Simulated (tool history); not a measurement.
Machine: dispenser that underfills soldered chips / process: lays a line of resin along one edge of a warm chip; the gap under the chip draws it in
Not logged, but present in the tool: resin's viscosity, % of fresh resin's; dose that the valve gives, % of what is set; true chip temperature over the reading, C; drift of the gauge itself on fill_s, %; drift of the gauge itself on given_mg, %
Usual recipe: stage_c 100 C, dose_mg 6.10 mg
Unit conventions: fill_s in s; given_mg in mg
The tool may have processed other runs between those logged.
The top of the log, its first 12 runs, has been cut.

run     day  stage_c  dose_mg  hours of work since the syringe was changed  hours of work since the valve was cleaned  hours of work since the stage was calibrated  fill_s  given_mg
      3.883  -- new syringe of resin
 13   4.033      100     6.87                                            2                                         79                                           210     9.9      6.49
      4.371  -- new syringe of resin
 14   4.412      100     6.87                                            1                                         85                                           216     9.2      6.33
 15   4.704      100     6.87                                            5                                         89                                           220    12.6      6.35
      4.838  -- new syringe of resin
 16   5.175      100     6.87                                            5                                         96                                           227    12.5      6.27
      5.317  -- new syringe of resin
      5.450  -- dispensing valve cleaned and set on the balance
 17   5.633      100     6.10                                            4                                          3                                           233    12.2      6.05
      5.817  -- new syringe of resin
 18   5.938      100     5.66                                            2                                          7                                           238     9.5      5.64
      6.300  -- new syringe of resin
 19   6.300       91     5.45                                            0                                         12                                           243    13.6      5.44
 20   6.675       85     5.54                                            6                                         18                                           249    27.1      5.30
      6.783  -- new syringe of resin
 21   7.046      108     6.17                                            4                                         24                                           254     8.2      5.99
      7.246  -- new syringe of resin
 22   7.467       94     6.28                                            3                                         30                                           260    14.8      6.13
      7.708  -- new syringe of resin
 23   7.850      114     6.28                                            2                                         35                                           266     5.3      6.01
      8.196  -- new syringe of resin
 24   8.229      105     5.91                                            0                                         41                                           271     6.8      5.66
 25   8.454       96     6.74                                            4                                         44                                           275    14.1      6.32
      8.675  -- new syringe of resin
 26   8.725       96     5.33                                            1                                         48                                           279    10.9      5.19
 27   9.054       96     5.33                                            6                                         53                                           284    16.0      5.09
      9.142  -- new syringe of resin
 28   9.333       85     5.91                                            3                                         57                                           288    22.4      5.52
      9.617  -- new syringe of resin
 29   9.667       85     5.91                                            1                                         62                                           293    19.6      5.53
 30  10.042      105     5.32                                            6                                         68                                           298    11.4      5.00
     10.088  -- new syringe of resin
 31  10.467       86     5.33                                            6                                         74                                           304    27.1      4.99
     10.562  -- new syringe of resin
 32  10.862      106     6.10                                            5                                         80                                           310     9.4      5.60
     11.029  -- new syringe of resin
 33  11.208      106     6.10                                            3                                         85                                           315     8.5      5.56
     11.517  -- new syringe of resin
 34  11.592       87     6.32                                            1                                         90                                           321    18.0      5.70
 35  11.896       87     7.16                                            6                                         95                                           325    24.6      6.57
     11.975  -- new syringe of resin
     12.267  -- dispensing valve cleaned and set on the balance
 36  12.275      100     7.58                                            4                                          0                                           330    11.5      7.57

Alternative continuations, all from the tool just after run 36; predict every row:
     12.496  -- new syringe of resin
  A  12.742       92     7.06                                            4                                          7                                           337       ?         ?
     12.496  -- new syringe of resin
  B  12.742       92     7.58                                            4                                          7                                           337       ?         ?
     12.496  -- new syringe of resin
  C  12.742      113     6.31                                            4                                          7                                           337       ?         ?

run  fill_s  given_mg
  A    17.0      6.98
  B    17.2      7.51
  C     6.6      6.42
With no hidden state in the tool, these same runs would have given:
run  fill_s  given_mg
  A    11.9      7.06
  B    12.1      7.60
  C     4.7      6.49

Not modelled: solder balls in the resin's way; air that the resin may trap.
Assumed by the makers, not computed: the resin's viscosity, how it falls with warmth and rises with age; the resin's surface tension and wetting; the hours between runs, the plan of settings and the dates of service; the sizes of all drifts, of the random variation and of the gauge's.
